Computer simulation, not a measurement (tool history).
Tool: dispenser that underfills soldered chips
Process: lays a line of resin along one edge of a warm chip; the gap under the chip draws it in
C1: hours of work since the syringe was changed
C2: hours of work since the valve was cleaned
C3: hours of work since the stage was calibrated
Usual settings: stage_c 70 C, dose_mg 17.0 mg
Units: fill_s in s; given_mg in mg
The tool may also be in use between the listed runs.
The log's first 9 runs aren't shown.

At hour 53.1: new syringe of resin.
Run 10, hour 55.2: usual settings but dose_mg 21.7 mg; C1 2; C2 14; C3 89. Result: fill_s 88.1 s, given_mg 21.43 mg.
Run 11, hour 59.4: usual settings but dose_mg 21.7 mg; C1 5; C2 18; C3 93. Result: fill_s 101.1 s, given_mg 21.33 mg.
At hour 62.7: new syringe of resin.
Run 12, hour 64.2: usual settings but dose_mg 21.7 mg; C1 1; C2 21; C3 96. Result: fill_s 85.7 s, given_mg 21.31 mg.
Run 13, hour 69.2: usual settings; C1 5; C2 25; C3 100. Result: fill_s 104.9 s, given_mg 16.60 mg.
At hour 72.3: new syringe of resin.
Run 14, hour 73.6: usual settings but stage_c 64 C; C1 1; C2 28; C3 103. Result: fill_s 125.4 s, given_mg 16.54 mg.
Run 15, hour 80.1: usual settings; C1 6; C2 33; C3 108. Result: fill_s 109.6 s, given_mg 16.60 mg.
At hour 81.6: new syringe of resin.
Run 16, hour 84.4: usual settings but dose_mg 15.5 mg; C1 2; C2 36; C3 112. Result: fill_s 94.4 s, given_mg 15.12 mg.
At hour 91.2: new syringe of resin.
Run 17, hour 91.9: usual settings but dose_mg 15.5 mg; C1 1; C2 42; C3 117. Result: fill_s 91.3 s, given_mg 15.03 mg.
Run 18, hour 98.8: usual settings but dose_mg 15.5 mg; C1 6; C2 47; C3 123. Result: fill_s 110.8 s, given_mg 14.79 mg.
At hour 100.7: new syringe of resin.
Run 19, hour 107.3: usual settings but stage_c 58 C, dose_mg 21.9 mg; C1 5; C2 54; C3 129. Result: fill_s 199.0 s, given_mg 20.95 mg.
At hour 110.1: new syringe of resin.
Run 20, hour 114.6: usual settings but stage_c 68 C, dose_mg 15.6 mg; C1 4; C2 59; C3 134. Result: fill_s 116.0 s, given_mg 14.87 mg.
Run 21, hour 119.0: usual settings but stage_c 63 C, dose_mg 14.7 mg; C1 7; C2 63; C3 138. Result: fill_s 175.2 s, given_mg 13.95 mg.
At hour 119.9: new syringe of resin.
Run 22, hour 124.4: usual settings but dose_mg 17.9 mg; C1 3; C2 67; C3 142. Result: fill_s 100.0 s, given_mg 16.91 mg.
At hour 129.6: new syringe of resin.
Run 23, hour 129.7: usual settings but dose_mg 17.9 mg; C1 0; C2 71; C3 146. Result: fill_s 84.8 s, given_mg 16.91 mg.
Run 24, hour 138.1: usual settings but stage_c 56 C, dose_mg 20.9 mg; C1 7; C2 77; C3 152. Result: fill_s 224.6 s, given_mg 19.52 mg.
At hour 139.2: new syringe of resin.
Run 25, hour 145.4: usual settings but stage_c 65 C, dose_mg 21.5 mg; C1 5; C2 83; C3 158. Result: fill_s 133.4 s, given_mg 19.99 mg.
At hour 148.9: new syringe of resin.
Run 26, hour 151.8: usual settings but stage_c 61 C, dose_mg 21.8 mg; C1 2; C2 88; C3 163. Result: fill_s 148.5 s, given_mg 20.38 mg.
Run 27, hour 155.5: usual settings but stage_c 56 C; C1 5; C2 90; C3 166. Result: fill_s 232.5 s, given_mg 15.78 mg.
At hour 158.7: new syringe of resin.
Run 28, hour 162.8: usual settings but stage_c 59 C, dose_mg 15.3 mg; C1 3; C2 96; C3 171. Result: fill_s 183.1 s, given_mg 14.05 mg.
At hour 168.5: new syringe of resin.
Run 29, hour 168.8: usual settings but stage_c 83 C, dose_mg 21.0 mg; C1 0; C2 100; C3 176. Result: fill_s 42.5 s, given_mg 19.34 mg.
Run 30, hour 174.1: usual settings but stage_c 83 C, dose_mg 21.0 mg; C1 4; C2 105; C3 180. Result: fill_s 49.6 s, given_mg 19.30 mg.
At hour 178.2: new syringe of resin.
Run 31, hour 178.2: usual settings but stage_c 72 C; C1 0; C2 108; C3 183. Result: fill_s 76.6 s, given_mg 15.56 mg.
Run 32, hour 186.6: usual settings but stage_c 59 C; C1 7; C2 114; C3 189. Result: fill_s 200.9 s, given_mg 15.39 mg.
At hour 187.9: new syringe of resin.
Run 33, hour 194.3: usual settings but stage_c 64 C, dose_mg 15.5 mg; C1 5; C2 120; C3 195. Result: fill_s 145.9 s, given_mg 14.23 mg.
At hour 197.4: new syringe of resin.
Run 34, hour 201.8: usual settings but stage_c 78 C, dose_mg 21.5 mg; C1 3; C2 126; C3 201. Result: fill_s 62.9 s, given_mg 19.24 mg.

Forecast each of these 3 alternatives for the next run:
At hour 206.8: new syringe of resin.
At hour 211.1: dispensing valve cleaned and set on the balance.
Run A, hour 211.8: usual settings but stage_c 79 C, dose_mg 18.0 mg; C1 3; C2 1; C3 207. Result: fill_s ?, given_mg ?.
At hour 206.8: new syringe of resin.
At hour 211.1: dispensing valve cleaned and set on the balance.
Run B, hour 211.8: usual settings but stage_c 72 C, dose_mg 15.5 mg; C1 3; C2 1; C3 207. Result: fill_s ?, given_mg ?.
At hour 206.8: new syringe of resin.
At hour 211.1: dispensing valve cleaned and set on the balance.
Run C, hour 211.8: usual settings but stage_c 84 C, dose_mg 19.6 mg; C1 3; C2 1; C3 207. Result: fill_s ?, given_mg ?.

run  fill_s  given_mg
  A    59.3     18.09
  B    86.9     15.53
  C    44.9     19.65
Without the tool's hidden state the same runs would have given:
run  fill_s  given_mg
  A    55.1     18.11
  B    80.9     15.55
  C    41.7     19.67
